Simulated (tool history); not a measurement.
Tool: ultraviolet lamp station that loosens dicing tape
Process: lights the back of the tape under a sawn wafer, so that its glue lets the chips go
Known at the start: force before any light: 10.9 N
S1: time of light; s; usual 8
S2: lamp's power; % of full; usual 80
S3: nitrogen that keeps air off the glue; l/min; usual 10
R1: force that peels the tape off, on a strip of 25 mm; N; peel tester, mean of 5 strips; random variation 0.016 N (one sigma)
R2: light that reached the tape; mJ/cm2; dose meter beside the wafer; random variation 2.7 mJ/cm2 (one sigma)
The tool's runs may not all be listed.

run	hour	S1	S2	S3	R1	R2
1	0.0	8	80	10	1.124	311
2	11.1	5	80	10	2.613	192
3	27.4	8	80	5	2.051	308
4	40.5	8	80	3	2.911	307
5	56.0	8	80	10	1.159	303
6	69.3	8	80	10	1.245	296
7	85.9	8	80	10	1.195	297
8	95.3	8	80	10	1.248	292
9	110.1	8	80	10	1.258	292
10	122.2	6	80	10	2.157	218
11	137.8	10	80	10	0.822	358
12	156.6	9	80	10	1.038	317
13	173.8	9	74	10	1.269	289
14	186.7	9	74	10	1.290	289
15	204.5	7	80	10	1.852	242
16	213.6	7	80	10	1.889	239
17	233.4	7	80	10	1.911	235
18	242.9	7	80	10	1.889	234
19	260.6	7	80	10	1.939	233
20	273.1	7	80	10	1.950	226
21	288.4	7	80	10	1.939	226
22	298.6	8	80	10	1.643	262
23	309.0	8	80	10	1.617	257
24	317.7	8	99	4	2.237	314
25	333.6	8	99	4	2.316	312
26	352.4	4	91	10	3.771	141
27	371.9	8	71	4	3.614	216
28	390.9	4	69	7	5.691	104
29	410.6	16	89	8	0.357	535
30	422.6	8	87	3	3.403	258
31	432.7	4	99	12	3.472	145
32	444.2	6	79	15	2.432	171
33	463.8	11	93	8	0.970	365
34	480.5	8	80	3	4.029	226
35	499.2	8	80	3	4.117	222
36	509.0	10	93	5	1.837	324
37	526.9	10	93	5	1.935	319
38	546.1	10	93	5	1.899	317
39	557.0	6	80	10	3.219	162
40	569.0	14	77	11	0.736	360
41	577.3	8	93	9	1.913	244
# hour 590.5: lamp changed
42	595.2	8	93	9	0.863	356
43	606.0	7	95	10	1.039	319
44	620.4	4	60	7	5.338	116

Hidden state or all else? Some run-to-run changes of R1, split into what the settings, what came in and random variation would give without the hidden state, and what is left for the hidden state (with any gauge scatter that isn't in both results):
The hidden state here: lamp's light, % of a new lamp's; light that the window lets through, % of a clean one's; drift of the gauge itself on peel_n, %; drift of the gauge itself on dose_mj_cm2, %.
Run 28 -> 29: S1 4 -> 16, S2 69 -> 89, S3 7 -> 8. R1 -5.334 N: hidden state -1.390, all else -3.944.
Run 29 -> 30: S1 16 -> 8, S2 89 -> 87, S3 8 -> 3. R1 +3.046 N: hidden state +1.299, all else +1.747.
Run 33 -> 34: S1 11 -> 8, S2 93 -> 80, S3 8 -> 3. R1 +3.059 N: hidden state +1.124, all else +1.935.
Run 39 -> 40: S1 6 -> 14, S2 80 -> 77, S3 10 -> 11. R1 -2.483 N: hidden state -1.231, all else -1.252.
Run 43 -> 44: S1 7 -> 4, S2 95 -> 60, S3 10 -> 7. R1 +4.299 N: hidden state +0.368, all else +3.931.

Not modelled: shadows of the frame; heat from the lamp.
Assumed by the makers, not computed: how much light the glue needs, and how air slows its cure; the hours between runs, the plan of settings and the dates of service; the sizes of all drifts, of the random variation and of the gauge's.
